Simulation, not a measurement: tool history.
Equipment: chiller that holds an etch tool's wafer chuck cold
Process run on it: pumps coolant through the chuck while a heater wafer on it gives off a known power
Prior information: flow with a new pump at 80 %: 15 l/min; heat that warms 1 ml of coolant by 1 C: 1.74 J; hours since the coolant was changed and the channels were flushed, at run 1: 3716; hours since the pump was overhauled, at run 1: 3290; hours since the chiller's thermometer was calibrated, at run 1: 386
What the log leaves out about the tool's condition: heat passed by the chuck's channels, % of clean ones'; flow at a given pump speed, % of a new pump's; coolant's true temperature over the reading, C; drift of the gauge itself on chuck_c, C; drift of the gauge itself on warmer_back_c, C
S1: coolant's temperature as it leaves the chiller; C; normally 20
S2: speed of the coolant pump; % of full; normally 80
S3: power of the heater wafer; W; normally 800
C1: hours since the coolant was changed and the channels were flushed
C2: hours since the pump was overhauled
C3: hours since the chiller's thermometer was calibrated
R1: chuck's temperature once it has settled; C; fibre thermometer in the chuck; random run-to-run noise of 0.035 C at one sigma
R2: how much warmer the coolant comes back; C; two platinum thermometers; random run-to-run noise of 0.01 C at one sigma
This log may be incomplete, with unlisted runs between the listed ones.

Run 1, day 0.000: usual settings; C1 3716; C2 3290; C3 386. Result: R1 25.33 C, R2 1.96 C.
Run 2, day 2.675: usual settings; C1 3780; C2 3354; C3 450. Result: R1 25.45 C, R2 1.97 C.
Run 3, day 7.217: usual settings; C1 3889; C2 3463; C3 559. Result: R1 25.38 C, R2 1.97 C.
Run 4, day 11.196: usual settings but S2 69 % of full; C1 3984; C2 3559; C3 654. Result: R1 25.90 C, R2 2.27 C.
Run 5, day 13.258: usual settings but S2 69 % of full; C1 4034; C2 3608; C3 704. Result: R1 25.94 C, R2 2.29 C.
Run 6, day 16.300: usual settings but S3 563 W; C1 4107; C2 3681; C3 777. Result: R1 23.86 C, R2 1.38 C.
Run 7, day 18.742: usual settings but S2 62 % of full; C1 4165; C2 3740; C3 836. Result: R1 26.28 C, R2 2.56 C.
Run 8, day 23.233: usual settings but S2 62 % of full; C1 4273; C2 3848; C3 943. Result: R1 26.28 C, R2 2.57 C.
Run 9, day 25.988: usual settings but S3 941 W; C1 4339; C2 3914; C3 1009. Result: R1 26.41 C, R2 2.34 C.
Run 10, day 29.604: usual settings but S3 941 W; C1 4426; C2 4001; C3 1096. Result: R1 26.46 C, R2 2.33 C.
Run 11, day 33.312: usual settings but S2 90 % of full; C1 4515; C2 4090; C3 1185. Result: R1 25.21 C, R2 1.78 C.
At day 35.133: coolant changed, channels flushed.
Run 12, day 35.838: usual settings but S2 90 % of full; C1 17; C2 4144; C3 1240. Result: R1 24.52 C, R2 1.76 C.
Run 13, day 40.458: usual settings but S2 90 % of full, S3 888 W; C1 128; C2 4255; C3 1351. Result: R1 25.10 C, R2 1.98 C.
Run 14, day 42.796: usual settings but S1 12 C; C1 184; C2 4311; C3 1407. Result: R1 16.92 C, R2 2.01 C.
Run 15, day 45.988: usual settings but S1 12 C; C1 260; C2 4388; C3 1483. Result: R1 16.91 C, R2 2.00 C.
Run 16, day 48.633: usual settings but S1 12 C; C1 324; C2 4451; C3 1547. Result: R1 16.88 C, R2 2.01 C.
Run 17, day 52.592: usual settings but S1 15 C, S3 663 W; C1 419; C2 4546; C3 1642. Result: R1 18.95 C, R2 1.66 C.
Run 18, day 56.788: usual settings but S1 11 C, S2 73 % of full, S3 1165 W; C1 520; C2 4647; C3 1743. Result: R1 18.60 C, R2 3.23 C.
Run 19, day 58.908: usual settings but S1 11 C, S2 73 % of full, S3 1165 W; C1 571; C2 4698; C3 1794. Result: R1 18.62 C, R2 3.25 C.
Run 20, day 63.550: usual settings but S1 11 C, S2 73 % of full, S3 1165 W; C1 682; C2 4809; C3 1905. Result: R1 18.67 C, R2 3.23 C.
Run 21, day 67.212: usual settings but S1 24 C, S2 72 % of full, S3 457 W; C1 770; C2 4897; C3 1993. Result: R1 26.91 C, R2 1.29 C.
Run 22, day 71.692: usual settings but S1 24 C, S2 72 % of full, S3 457 W; C1 877; C2 5005; C3 2100. Result: R1 26.96 C, R2 1.28 C.
At day 74.475: coolant pump overhauled.
Run 23, day 76.271: usual settings but S2 75 % of full, S3 823 W; C1 982; C2 43; C3 2205. Result: R1 25.06 C, R2 2.02 C.
Run 24, day 80.942: usual settings but S1 13 C, S3 402 W; C1 1094; C2 155; C3 2317. Result: R1 15.27 C, R2 0.93 C.
Run 25, day 84.438: usual settings but S1 13 C, S3 402 W; C1 1178; C2 239; C3 2401. Result: R1 15.21 C, R2 0.91 C.
Run 26, day 87.288: usual settings but S1 26 C, S2 90 % of full, S3 618 W; C1 1247; C2 307; C3 2470. Result: R1 29.36 C, R2 1.26 C.
Run 27, day 89.317: usual settings but S1 25 C, S2 62 % of full, S3 965 W; C1 1295; C2 356; C3 2518. Result: R1 31.62 C, R2 2.87 C.
At day 89.888: chiller's thermometer calibrated.
Run 28, day 93.683: usual settings but S1 25 C, S2 62 % of full, S3 965 W; C1 1399; C2 460; C3 91. Result: R1 31.73 C, R2 2.86 C.
Run 29, day 95.692: usual settings but S1 19 C, S3 1053 W; C1 1447; C2 508; C3 139. Result: R1 25.35 C, R2 2.47 C.
Run 30, day 99.229: usual settings but S1 19 C, S3 1053 W; C1 1532; C2 593; C3 224. Result: R1 25.45 C, R2 2.47 C.
Run 31, day 104.083: usual settings but S2 84 % of full, S3 407 W; C1 1649; C2 710; C3 341. Result: R1 22.38 C, R2 0.91 C.
Run 32, day 108.683: usual settings but S2 66 % of full, S3 1105 W; C1 1759; C2 820; C3 451. Result: R1 27.48 C, R2 3.12 C.

Consider 3 possible next runs. They are alternatives, not a sequence: every one starts from the tool as it was left by run 32. What does each give?
Run A, day 111.117: usual settings but S1 16 C, S3 943 W; C1 1818; C2 878; C3 509. Result: R1 ?, R2 ?.
Run B, day 111.117: usual settings but S2 66 % of full, S3 534 W; C1 1818; C2 878; C3 509. Result: R1 ?, R2 ?.
Run C, day 111.117: usual settings but S1 21 C; C1 1818; C2 878; C3 509. Result: R1 ?, R2 ?.

run     R1    R2
  A  21.77  2.22
  B  23.62  1.51
  C  25.94  1.85
The same runs, with their run-to-run variation unchanged, on a tool lacking any hidden condition would have given:
run     R1    R2
  A  21.50  2.18
  B  23.49  1.48
  C  25.73  1.81
